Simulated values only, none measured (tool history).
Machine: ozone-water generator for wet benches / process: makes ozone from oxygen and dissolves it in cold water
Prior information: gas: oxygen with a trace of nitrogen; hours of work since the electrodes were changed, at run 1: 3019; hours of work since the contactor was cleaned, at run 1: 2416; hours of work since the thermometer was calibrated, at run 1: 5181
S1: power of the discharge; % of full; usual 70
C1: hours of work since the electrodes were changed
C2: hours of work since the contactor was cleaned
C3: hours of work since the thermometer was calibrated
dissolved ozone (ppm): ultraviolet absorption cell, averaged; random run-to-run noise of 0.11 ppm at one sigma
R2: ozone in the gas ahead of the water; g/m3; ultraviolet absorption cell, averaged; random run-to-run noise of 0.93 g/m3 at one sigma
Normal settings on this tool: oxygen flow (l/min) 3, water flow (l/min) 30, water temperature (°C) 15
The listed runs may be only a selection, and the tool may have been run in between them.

{"run": 1, "hour": 0.0, "S1": 70, "oxygen flow (l/min)": 3, "water flow (l/min)": 30, "water temperature (°C)": 15, "C1": 3019, "C2": 2416, "C3": 5181, "dissolved ozone (ppm)": 7.1, "R2": 137.1}
{"run": 2, "hour": 76.3, "S1": 70, "oxygen flow (l/min)": 3, "water flow (l/min)": 30, "water temperature (°C)": 15, "C1": 3092, "C2": 2489, "C3": 5254, "dissolved ozone (ppm)": 7.1, "R2": 137}
{"hour": 104.7, "done": "water thermometer calibrated"}
{"run": 3, "hour": 142.2, "S1": 70, "oxygen flow (l/min)": 3, "water flow (l/min)": 30, "water temperature (°C)": 15, "C1": 3155, "C2": 2551, "C3": 36, "dissolved ozone (ppm)": 7.3, "R2": 136.6}
{"run": 4, "hour": 194.5, "S1": 68, "oxygen flow (l/min)": 3, "water flow (l/min)": 30, "water temperature (°C)": 15, "C1": 3204, "C2": 2601, "C3": 86, "dissolved ozone (ppm)": 7.2, "R2": 133.2}
{"hour": 230.3, "done": "contactor cleaned"}
{"run": 5, "hour": 263.6, "S1": 68, "oxygen flow (l/min)": 3, "water flow (l/min)": 30, "water temperature (°C)": 15, "C1": 3267, "C2": 32, "C3": 148, "dissolved ozone (ppm)": 7.2, "R2": 133}
{"run": 6, "hour": 333.6, "S1": 68, "oxygen flow (l/min)": 3, "water flow (l/min)": 30, "water temperature (°C)": 15, "C1": 3333, "C2": 99, "C3": 215, "dissolved ozone (ppm)": 7.2, "R2": 132.8}
{"run": 7, "hour": 383.2, "S1": 68, "oxygen flow (l/min)": 3, "water flow (l/min)": 30, "water temperature (°C)": 15, "C1": 3381, "C2": 146, "C3": 262, "dissolved ozone (ppm)": 7.1, "R2": 132.5}
{"run": 8, "hour": 422.2, "S1": 68, "oxygen flow (l/min)": 3, "water flow (l/min)": 30, "water temperature (°C)": 15, "C1": 3418, "C2": 183, "C3": 299, "dissolved ozone (ppm)": 7.1, "R2": 133.7}
{"run": 9, "hour": 502.4, "S1": 68, "oxygen flow (l/min)": 3, "water flow (l/min)": 30, "water temperature (°C)": 15, "C1": 3495, "C2": 260, "C3": 376, "dissolved ozone (ppm)": 7, "R2": 132.2}
{"run": 10, "hour": 590.2, "S1": 70, "oxygen flow (l/min)": 3, "water flow (l/min)": 36, "water temperature (°C)": 15, "C1": 3578, "C2": 344, "C3": 460, "dissolved ozone (ppm)": 5.6, "R2": 133.5}
{"run": 11, "hour": 626.7, "S1": 70, "oxygen flow (l/min)": 3, "water flow (l/min)": 36, "water temperature (°C)": 15, "C1": 3613, "C2": 378, "C3": 494, "dissolved ozone (ppm)": 5.7, "R2": 133.5}
{"run": 12, "hour": 711.9, "S1": 70, "oxygen flow (l/min)": 3, "water flow (l/min)": 36, "water temperature (°C)": 15, "C1": 3694, "C2": 460, "C3": 576, "dissolved ozone (ppm)": 5.7, "R2": 133.4}
{"run": 13, "hour": 758.6, "S1": 70, "oxygen flow (l/min)": 2.98, "water flow (l/min)": 30, "water temperature (°C)": 15, "C1": 3739, "C2": 504, "C3": 620, "dissolved ozone (ppm)": 7, "R2": 132.1}
{"run": 14, "hour": 835.7, "S1": 70, "oxygen flow (l/min)": 2.98, "water flow (l/min)": 30, "water temperature (°C)": 15, "C1": 3813, "C2": 578, "C3": 694, "dissolved ozone (ppm)": 7.1, "R2": 132.8}
{"run": 15, "hour": 911.8, "S1": 70, "oxygen flow (l/min)": 2.98, "water flow (l/min)": 30, "water temperature (°C)": 15, "C1": 3885, "C2": 650, "C3": 766, "dissolved ozone (ppm)": 6.9, "R2": 132}
{"run": 16, "hour": 982.1, "S1": 70, "oxygen flow (l/min)": 2.98, "water flow (l/min)": 30, "water temperature (°C)": 15, "C1": 3952, "C2": 718, "C3": 834, "dissolved ozone (ppm)": 7, "R2": 131.7}
{"run": 17, "hour": 1061.4, "S1": 70, "oxygen flow (l/min)": 2.98, "water flow (l/min)": 30, "water temperature (°C)": 15, "C1": 4028, "C2": 793, "C3": 909, "dissolved ozone (ppm)": 6.9, "R2": 130.8}
{"run": 18, "hour": 1105.1, "S1": 70, "oxygen flow (l/min)": 2.98, "water flow (l/min)": 30, "water temperature (°C)": 15, "C1": 4070, "C2": 835, "C3": 951, "dissolved ozone (ppm)": 7, "R2": 131.6}
{"run": 19, "hour": 1186.2, "S1": 67, "oxygen flow (l/min)": 3, "water flow (l/min)": 30, "water temperature (°C)": 18, "C1": 4147, "C2": 912, "C3": 1028, "dissolved ozone (ppm)": 6.6, "R2": 128.2}
{"run": 20, "hour": 1231.7, "S1": 70, "oxygen flow (l/min)": 3, "water flow (l/min)": 18, "water temperature (°C)": 7, "C1": 4190, "C2": 956, "C3": 1072, "dissolved ozone (ppm)": 12.7, "R2": 130.1}
{"run": 21, "hour": 1293.5, "S1": 92, "oxygen flow (l/min)": 1.71, "water flow (l/min)": 44, "water temperature (°C)": 15, "C1": 4249, "C2": 1015, "C3": 1131, "dissolved ozone (ppm)": 3.8, "R2": 181.3}
{"run": 22, "hour": 1376.4, "S1": 70, "oxygen flow (l/min)": 3, "water flow (l/min)": 18, "water temperature (°C)": 15, "C1": 4329, "C2": 1094, "C3": 1210, "dissolved ozone (ppm)": 11.9, "R2": 129.9}
{"run": 23, "hour": 1447.9, "S1": 54, "oxygen flow (l/min)": 3, "water flow (l/min)": 18, "water temperature (°C)": 15, "C1": 4397, "C2": 1162, "C3": 1278, "dissolved ozone (ppm)": 10.5, "R2": 114.8}
{"run": 24, "hour": 1522.3, "S1": 54, "oxygen flow (l/min)": 3, "water flow (l/min)": 18, "water temperature (°C)": 15, "C1": 4468, "C2": 1233, "C3": 1349, "dissolved ozone (ppm)": 10.5, "R2": 114.9}
{"run": 25, "hour": 1566.6, "S1": 54, "oxygen flow (l/min)": 3, "water flow (l/min)": 18, "water temperature (°C)": 15, "C1": 4510, "C2": 1275, "C3": 1391, "dissolved ozone (ppm)": 10.5, "R2": 115.2}
{"run": 26, "hour": 1628.1, "S1": 60, "oxygen flow (l/min)": 4.17, "water flow (l/min)": 30, "water temperature (°C)": 15, "C1": 4569, "C2": 1334, "C3": 1450, "dissolved ozone (ppm)": 7.1, "R2": 105.7}
{"run": 27, "hour": 1669.6, "S1": 60, "oxygen flow (l/min)": 1.79, "water flow (l/min)": 30, "water temperature (°C)": 13, "C1": 4608, "C2": 1374, "C3": 1490, "dissolved ozone (ppm)": 5.1, "R2": 145}
{"run": 28, "hour": 1735.7, "S1": 70, "oxygen flow (l/min)": 3, "water flow (l/min)": 30, "water temperature (°C)": 21, "C1": 4671, "C2": 1437, "C3": 1553, "dissolved ozone (ppm)": 6.4, "R2": 128}
{"run": 29, "hour": 1772.6, "S1": 70, "oxygen flow (l/min)": 3.95, "water flow (l/min)": 30, "water temperature (°C)": 18, "C1": 4707, "C2": 1472, "C3": 1588, "dissolved ozone (ppm)": 7.2, "R2": 113.4}
{"run": 30, "hour": 1810.4, "S1": 63, "oxygen flow (l/min)": 3.95, "water flow (l/min)": 30, "water temperature (°C)": 21, "C1": 4743, "C2": 1508, "C3": 1624, "dissolved ozone (ppm)": 6.7, "R2": 108.2}
{"run": 31, "hour": 1862.2, "S1": 63, "oxygen flow (l/min)": 3.95, "water flow (l/min)": 30, "water temperature (°C)": 21, "C1": 4792, "C2": 1557, "C3": 1673, "dissolved ozone (ppm)": 6.6, "R2": 108.6}
{"run": 32, "hour": 1924.2, "S1": 83, "oxygen flow (l/min)": 3.37, "water flow (l/min)": 33, "water temperature (°C)": 8, "C1": 4851, "C2": 1617, "C3": 1733, "dissolved ozone (ppm)": 7, "R2": 128.5}

The logged runs with the hidden state left out (each run's random variation unchanged):
The tool's hidden condition here consists of: yield of the discharge, % of new electrodes'; contactor's efficiency, % of a clean one's; true water temperature over the reading, C; drift of the gauge itself on ozone_ppm, %; drift of the gauge itself on gas_g_m3, %.
run=1 dissolved_ozone_(ppm)=8.3 R2=157
run=2 dissolved_ozone_(ppm)=8.4 R2=157.2
run=3 dissolved_ozone_(ppm)=8.5 R2=157.4
run=4 dissolved_ozone_(ppm)=8.5 R2=153.4
run=5 dissolved_ozone_(ppm)=8.3 R2=153.6
run=6 dissolved_ozone_(ppm)=8.3 R2=153.8
run=7 dissolved_ozone_(ppm)=8.2 R2=153.9
run=8 dissolved_ozone_(ppm)=8.2 R2=155.6
run=9 dissolved_ozone_(ppm)=8.2 R2=154.4
run=10 dissolved_ozone_(ppm)=6.6 R2=156.6
run=11 dissolved_ozone_(ppm)=6.8 R2=156.9
run=12 dissolved_ozone_(ppm)=6.8 R2=157.3
run=13 dissolved_ozone_(ppm)=8.3 R2=156.4
run=14 dissolved_ozone_(ppm)=8.5 R2=157.7
run=15 dissolved_ozone_(ppm)=8.3 R2=157.2
run=16 dissolved_ozone_(ppm)=8.4 R2=157.5
run=17 dissolved_ozone_(ppm)=8.3 R2=157
run=18 dissolved_ozone_(ppm)=8.4 R2=158.2
run=19 dissolved_ozone_(ppm)=8 R2=154
run=20 dissolved_ozone_(ppm)=15.5 R2=157.2
run=21 dissolved_ozone_(ppm)=4.7 R2=225.1
run=22 dissolved_ozone_(ppm)=14.5 R2=157.9
run=23 dissolved_ozone_(ppm)=12.6 R2=136.9
run=24 dissolved_ozone_(ppm)=12.7 R2=137.4
run=25 dissolved_ozone_(ppm)=12.7 R2=137.9
run=26 dissolved_ozone_(ppm)=8.8 R2=128.3
run=27 dissolved_ozone_(ppm)=6.3 R2=176.4
run=28 dissolved_ozone_(ppm)=8 R2=158.4
run=29 dissolved_ozone_(ppm)=9.1 R2=140.7
run=30 dissolved_ozone_(ppm)=8.4 R2=133.3
run=31 dissolved_ozone_(ppm)=8.3 R2=133.8
run=32 dissolved_ozone_(ppm)=9 R2=163.4
